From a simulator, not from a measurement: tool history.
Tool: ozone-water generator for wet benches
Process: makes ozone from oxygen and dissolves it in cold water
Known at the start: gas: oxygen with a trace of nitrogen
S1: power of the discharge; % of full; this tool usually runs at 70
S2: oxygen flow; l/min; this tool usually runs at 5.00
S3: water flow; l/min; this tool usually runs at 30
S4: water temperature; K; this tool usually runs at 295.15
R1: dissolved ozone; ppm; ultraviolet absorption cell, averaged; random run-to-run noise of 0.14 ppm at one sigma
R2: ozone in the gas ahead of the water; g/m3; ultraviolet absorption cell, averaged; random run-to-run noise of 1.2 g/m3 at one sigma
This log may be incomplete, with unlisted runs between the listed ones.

Run 1, day 0.000: usual settings. Result: R1 17.2 ppm, R2 218.4 g/m3.
Run 2, day 1.633: usual settings but S2 4.20 l/min. Result: R1 16.8 ppm, R2 239.8 g/m3.
Run 3, day 2.975: usual settings. Result: R1 17.3 ppm, R2 215.7 g/m3.
Run 4, day 5.292: usual settings but S4 293.15 K. Result: R1 17.3 ppm, R2 217.4 g/m3.
Run 5, day 6.658: usual settings but S4 293.15 K. Result: R1 17.6 ppm, R2 219.8 g/m3.
Run 6, day 8.267: usual settings but S1 44 % of full. Result: R1 12.2 ppm, R2 156.5 g/m3.
Run 7, day 10.479: usual settings but S2 3.46 l/min, S3 41 l/min. Result: R1 11.5 ppm, R2 263.8 g/m3.
Run 8, day 12.017: usual settings but S1 72 % of full. Result: R1 17.5 ppm, R2 222.1 g/m3.
Run 9, day 13.817: usual settings but S2 5.11 l/min. Result: R1 17.3 ppm, R2 215.7 g/m3.
Run 10, day 15.283: usual settings but S1 77 % of full. Result: R1 18.2 ppm, R2 232.8 g/m3.

Run 11 comes next. What will it give?
Run 11, day 17.433: usual settings but S1 77 % of full, S2 2.63 l/min, S4 293.15 K. Result: R1 ?, R2 ?.

R1: 16.5 ppm
R2: 326.7 g/m3
Without the tool's hidden state the same run would have given R1 17.0 ppm, R2 335.1 g/m3.
